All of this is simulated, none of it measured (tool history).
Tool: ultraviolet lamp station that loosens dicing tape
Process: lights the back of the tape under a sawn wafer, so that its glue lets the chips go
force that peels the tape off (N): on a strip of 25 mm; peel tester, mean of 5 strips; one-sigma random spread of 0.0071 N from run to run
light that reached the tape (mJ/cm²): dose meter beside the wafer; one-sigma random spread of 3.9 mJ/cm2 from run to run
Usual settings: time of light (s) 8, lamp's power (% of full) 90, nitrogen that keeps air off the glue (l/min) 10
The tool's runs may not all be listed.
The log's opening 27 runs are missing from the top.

run,hour,time of light (s),lamp's power (% of full),nitrogen that keeps air off the glue (l/min),hours of work of the lamp,hours of work since the window was cleaned,force that peels the tape off (N),light that reached the tape (mJ/cm²)
28,253.3,8,79,10,251,463,0.299,565
29,266.8,8,79,10,260,472,0.289,562
30,280.3,8,79,10,268,481,0.307,569
31,293.7,9,86,6,277,490,0.312,692
# hour 305.6: gauge calibrated
32,306.9,14,68,10,286,498,0.186,873
33,313.3,14,68,10,290,502,0.190,871
34,323.3,16,95,19,296,509,0.152,1387
35,335.0,16,95,19,304,516,0.156,1391
36,340.8,5,100,10,308,520,0.457,452
37,349.9,9,97,10,313,526,0.191,801
38,359.6,4,79,4,320,532,1.350,288
39,371.9,12,79,6,328,540,0.232,856
40,382.1,12,79,6,334,547,0.241,863
41,395.7,12,79,8,343,556,0.195,862
42,403.3,12,83,5,348,561,0.237,898
43,412.1,6,79,5,354,566,0.702,431

Consider 4 possible next runs. They are alternatives, not a sequence: every one starts from the tool as it was left by run 43. What does each give?
A,419.8,7,83,19,359,571,?,?
B,419.8,5,79,5,359,571,?,?
C,419.8,11,79,5,359,571,?,?
D,419.8,7,90,5,359,571,?,?

run,force that peels the tape off (N),light that reached the tape (mJ/cm²)
A,0.259,524
B,0.934,357
C,0.292,783
D,0.494,569
With no hidden state in the tool, these same runs would have given:
run,force that peels the tape off (N),light that reached the tape (mJ/cm²)
A,0.258,531
B,0.931,362
C,0.291,794
D,0.492,576
